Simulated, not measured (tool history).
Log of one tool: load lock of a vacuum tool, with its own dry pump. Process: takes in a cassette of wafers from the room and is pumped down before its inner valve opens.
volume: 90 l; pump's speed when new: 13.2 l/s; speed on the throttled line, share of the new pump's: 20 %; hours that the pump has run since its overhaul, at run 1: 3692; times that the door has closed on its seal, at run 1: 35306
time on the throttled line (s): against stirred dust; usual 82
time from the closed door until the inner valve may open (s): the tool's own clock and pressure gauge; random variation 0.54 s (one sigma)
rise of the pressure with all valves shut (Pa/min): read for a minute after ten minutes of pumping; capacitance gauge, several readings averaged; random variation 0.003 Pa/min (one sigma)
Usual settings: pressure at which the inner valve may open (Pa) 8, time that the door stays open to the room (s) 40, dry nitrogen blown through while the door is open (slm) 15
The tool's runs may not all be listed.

run	hour	time on the throttled line (s)	pressure at which the inner valve may open (Pa)	time that the door stays open to the room (s)	dry nitrogen blown through while the door is open (slm)	hours that the pump has run since its overhaul	times that the door has closed on its seal	incoming humidity of the room's air, %	time from the closed door until the inner valve may open (s)	rise of the pressure with all valves shut (Pa/min)
1	0	82	8	40	15	3692	35306	44.4	132.7	0.381
2	73.2	82	8	40	15	3765	35657	43	132.3	0.379
3	186.9	82	8	40	15	3879	36202	47.5	132.8	0.39
4	246.4	82	8	40	15	3938	36487	44.4	133.1	0.395
5	335.6	82	8	40	15	4027	36914	44.4	131.9	0.397
6	432.3	82	8	40	13	4124	37377	45	132.2	0.42
7	520	82	8	40	13	4212	37797	45.2	132.5	0.416
8	629.1	82	10	40	15	4321	38320	43.8	130.3	0.414
9	759.9	82	8	40	15	4452	38946	46.3	131.7	0.434
10	819.1	82	8	29	15	4511	39230	43.9	132.3	0.439
11	885.2	82	8	29	15	4577	39547	41.3	133.4	0.438
12	977.9	82	8	29	13	4670	39991	40.3	133.8	0.456
13	1105.5	82	8	29	13	4797	40602	47.3	134.1	0.461
14	1165.3	82	8	29	13	4857	40888	38.7	133.2	0.462
15	1291	82	8	29	13	4983	41490	45.8	132.4	0.469
16	1346.8	82	8	29	13	5039	41758	44.7	132.2	0.474
17	1407.3	82	15	40	15	5099	42048	44.4	128.5	0.482
18	1504.5	81	15	85	6	5196	42513	45.8	127.1	0.526
19	1640.3	62	8	40	15	5332	43164	44	117.6	0.518
20	1738.5	62	8	40	15	5430	43634	45.4	118.1	0.513
21	1819.2	62	8	40	15	5511	44021	43.7	117.1	0.524
22	1935	62	8	40	15	5627	44576	45.1	117.6	0.534
23	2056.8	62	8	40	15	5749	45159	48.7	117.5	0.545
24	2154.1	93	10	92	6	5846	45625	48.1	140.4	0.58
25	2274.4	93	12	32	23	5966	46201	43.5	139.2	0.563
26	2353.9	58	8	115	15	6046	46582	42.1	115.4	0.574
27	2484.4	151	6	230	29	6176	47207	44.5	189.8	0.596
28	2549	151	6	230	29	6241	47516	44.7	188.8	0.61
29	2634.9	53	8	233	15	6327	47928	46.5	111.1	0.621
30	2721.1	53	8	233	15	6413	48341	44.5	110.6	0.641
31	2810.6	82	8	40	28	6502	48770	43	132.8	0.625
32	2913.8	65	8	40	28	6606	49264	45.5	120.4	0.633
33	3015.4	65	8	40	28	6707	49751	43.8	120.4	0.63
34	3146.6	65	8	40	28	6838	50379	45.6	120.6	0.644

5 ways to go on from here, each from the tool as it stands after run 34. What would each give?
A	3202.9	65	11	40	28	6895	50649	45.1	?	?
B	3202.9	82	8	40	32	6895	50649	46.2	?	?
C	3202.9	66	15	40	27	6895	50649	48.9	?	?
D	3202.9	65	8	238	28	6895	50649	44.3	?	?
E	3202.9	53	8	40	9	6895	50649	45.2	?	?

run	time from the closed door until the inner valve may open (s)	rise of the pressure with all valves shut (Pa/min)
A	118.1	0.661
B	132.8	0.648
C	116.7	0.657
D	119.4	0.664
E	111.7	0.662
Without the tool's hidden state the same runs would have given:
run	time from the closed door until the inner valve may open (s)	rise of the pressure with all valves shut (Pa/min)
A	114.6	0.01
B	129.5	0.011
C	113.4	0.017
D	115.7	0.037
E	107.8	0.023
